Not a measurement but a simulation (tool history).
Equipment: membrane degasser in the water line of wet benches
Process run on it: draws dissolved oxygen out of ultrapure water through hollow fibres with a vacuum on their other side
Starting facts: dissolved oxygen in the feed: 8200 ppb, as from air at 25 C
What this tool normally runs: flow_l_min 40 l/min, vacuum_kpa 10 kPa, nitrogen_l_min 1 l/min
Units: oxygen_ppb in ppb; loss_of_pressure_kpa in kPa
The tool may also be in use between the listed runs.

Run 1, hour 0: usual settings. Result: oxygen_ppb 566.8 ppb, loss_of_pressure_kpa 59.45 kPa.
Run 2, hour 25.3: usual settings. Result: oxygen_ppb 567.2 ppb, loss_of_pressure_kpa 60.01 kPa.
Run 3, hour 78.6: usual settings. Result: oxygen_ppb 568.1 ppb, loss_of_pressure_kpa 59.95 kPa.
Run 4, hour 125: usual settings. Result: oxygen_ppb 568 ppb, loss_of_pressure_kpa 59.55 kPa.
Run 5, hour 175.1: usual settings. Result: oxygen_ppb 564 ppb, loss_of_pressure_kpa 59.79 kPa.
Run 6, hour 223.2: usual settings but vacuum_kpa 7.3 kPa. Result: oxygen_ppb 370.7 ppb, loss_of_pressure_kpa 59.92 kPa.
Run 7, hour 250.5: usual settings but vacuum_kpa 7.3 kPa. Result: oxygen_ppb 370.8 ppb, loss_of_pressure_kpa 60.17 kPa.
Run 8, hour 287.5: usual settings but vacuum_kpa 7.3 kPa. Result: oxygen_ppb 370.4 ppb, loss_of_pressure_kpa 59.81 kPa.
Run 9, hour 338.7: usual settings. Result: oxygen_ppb 565.3 ppb, loss_of_pressure_kpa 60.11 kPa.
Run 10, hour 366.9: usual settings. Result: oxygen_ppb 567 ppb, loss_of_pressure_kpa 60.09 kPa.
Run 11, hour 395.9: usual settings but flow_l_min 37 l/min. Result: oxygen_ppb 528.9 ppb, loss_of_pressure_kpa 55.22 kPa.
Run 12, hour 418.8: usual settings but flow_l_min 31 l/min. Result: oxygen_ppb 443.1 ppb, loss_of_pressure_kpa 46.44 kPa.
Run 13, hour 458.6: usual settings but flow_l_min 31 l/min. Result: oxygen_ppb 446 ppb, loss_of_pressure_kpa 46.22 kPa.
Run 14, hour 510.9: usual settings but nitrogen_l_min 0.54 l/min. Result: oxygen_ppb 853 ppb, loss_of_pressure_kpa 60.07 kPa.
Run 15, hour 546.8: usual settings but nitrogen_l_min 0.54 l/min. Result: oxygen_ppb 859.3 ppb, loss_of_pressure_kpa 59.76 kPa.
Run 16, hour 592.3: usual settings but nitrogen_l_min 0.54 l/min. Result: oxygen_ppb 848.5 ppb, loss_of_pressure_kpa 60.27 kPa.
Run 17, hour 638.1: usual settings but nitrogen_l_min 0.54 l/min. Result: oxygen_ppb 852.1 ppb, loss_of_pressure_kpa 60.05 kPa.
At hour 642.5: vacuum gauge calibrated.
Run 18, hour 680.1: usual settings but vacuum_kpa 8.3 kPa. Result: oxygen_ppb 449.4 ppb, loss_of_pressure_kpa 59.53 kPa.
Run 19, hour 720.3: usual settings but vacuum_kpa 8.3 kPa. Result: oxygen_ppb 448.2 ppb, loss_of_pressure_kpa 60.18 kPa.
Run 20, hour 754.8: usual settings but vacuum_kpa 8.3 kPa. Result: oxygen_ppb 448.6 ppb, loss_of_pressure_kpa 59.91 kPa.
Run 21, hour 798.3: usual settings but flow_l_min 60 l/min. Result: oxygen_ppb 887.8 ppb, loss_of_pressure_kpa 90.66 kPa.
Run 22, hour 833.8: usual settings but flow_l_min 43 l/min, vacuum_kpa 23.3 kPa, nitrogen_l_min 1.22 l/min. Result: oxygen_ppb 1324.8 ppb, loss_of_pressure_kpa 64.49 kPa.
Run 23, hour 861.8: usual settings but flow_l_min 53 l/min, vacuum_kpa 15.5 kPa, nitrogen_l_min 0.46 l/min. Result: oxygen_ppb 1872.1 ppb, loss_of_pressure_kpa 79.47 kPa.
Run 24, hour 918.4: usual settings but flow_l_min 53 l/min, vacuum_kpa 15.5 kPa, nitrogen_l_min 0.46 l/min. Result: oxygen_ppb 1871.3 ppb, loss_of_pressure_kpa 80.55 kPa.
At hour 952.1: vacuum gauge calibrated, once more.
Run 25, hour 954.4: usual settings but flow_l_min 36 l/min, vacuum_kpa 21.2 kPa, nitrogen_l_min 0.41 l/min. Result: oxygen_ppb 2094.6 ppb, loss_of_pressure_kpa 53.96 kPa.
Run 26, hour 978.2: usual settings but flow_l_min 36 l/min, vacuum_kpa 21.2 kPa, nitrogen_l_min 0.41 l/min. Result: oxygen_ppb 2111.2 ppb, loss_of_pressure_kpa 53.55 kPa.
Run 27, hour 1031.8: usual settings but flow_l_min 26 l/min, vacuum_kpa 8 kPa, nitrogen_l_min 1.74 l/min. Result: oxygen_ppb 170.4 ppb, loss_of_pressure_kpa 39.08 kPa.
Run 28, hour 1069.6: usual settings but flow_l_min 27 l/min, vacuum_kpa 11.3 kPa. Result: oxygen_ppb 458.2 ppb, loss_of_pressure_kpa 41.11 kPa.
Run 29, hour 1119.3: usual settings but flow_l_min 41 l/min, vacuum_kpa 15.3 kPa, nitrogen_l_min 0.75 l/min. Result: oxygen_ppb 1153.3 ppb, loss_of_pressure_kpa 61.99 kPa.
Run 30, hour 1143.8: usual settings but flow_l_min 24 l/min, vacuum_kpa 9.8 kPa, nitrogen_l_min 1.99 l/min. Result: oxygen_ppb 187.5 ppb, loss_of_pressure_kpa 36.35 kPa.
Run 31, hour 1170.7: usual settings but flow_l_min 32 l/min, nitrogen_l_min 0.43 l/min. Result: oxygen_ppb 816.3 ppb, loss_of_pressure_kpa 47.98 kPa.
Run 32, hour 1223.9: usual settings but flow_l_min 32 l/min. Result: oxygen_ppb 448.6 ppb, loss_of_pressure_kpa 48.2 kPa.

A few steps of oxygen_ppb between consecutive runs. Split each: what settings, incoming material and random variation would produce without the hidden state, and what is left over for the hidden state, along with gauge scatter present in only one of the two compared results (measured, and without hidden state):
Unlogged tool condition in this case: membrane still open, %; true pressure behind the membrane over the reading, kPa; air that leaks in behind the membrane, l/min; drift of the gauge itself on oxygen_ppb, %; drift of the gauge itself on loss_of_pressure_kpa, %.
Run 21 -> 22: flow_l_min 60 -> 43, vacuum_kpa 10 -> 23.3, nitrogen_l_min 1 -> 1.22. oxygen_ppb +437 ppb: hidden state -7, all else +444.
Run 24 -> 25: flow_l_min 53 -> 36, vacuum_kpa 15.5 -> 21.2, nitrogen_l_min 0.46 -> 0.41, vacuum gauge calibrated, once more. oxygen_ppb +223.3 ppb: hidden state -18.8, all else +242.1.
Run 26 -> 27: flow_l_min 36 -> 26, vacuum_kpa 21.2 -> 8, nitrogen_l_min 0.41 -> 1.74. oxygen_ppb -1940.8 ppb: hidden state +7.7, all else -1948.5.
Run 28 -> 29: flow_l_min 27 -> 41, vacuum_kpa 11.3 -> 15.3, nitrogen_l_min 1 -> 0.75. oxygen_ppb +695.1 ppb: hidden state -0.1, all else +695.2.
Run 29 -> 30: flow_l_min 41 -> 24, vacuum_kpa 15.3 -> 9.8, nitrogen_l_min 0.75 -> 1.99. oxygen_ppb -965.8 ppb: hidden state -0.8, all else -965.

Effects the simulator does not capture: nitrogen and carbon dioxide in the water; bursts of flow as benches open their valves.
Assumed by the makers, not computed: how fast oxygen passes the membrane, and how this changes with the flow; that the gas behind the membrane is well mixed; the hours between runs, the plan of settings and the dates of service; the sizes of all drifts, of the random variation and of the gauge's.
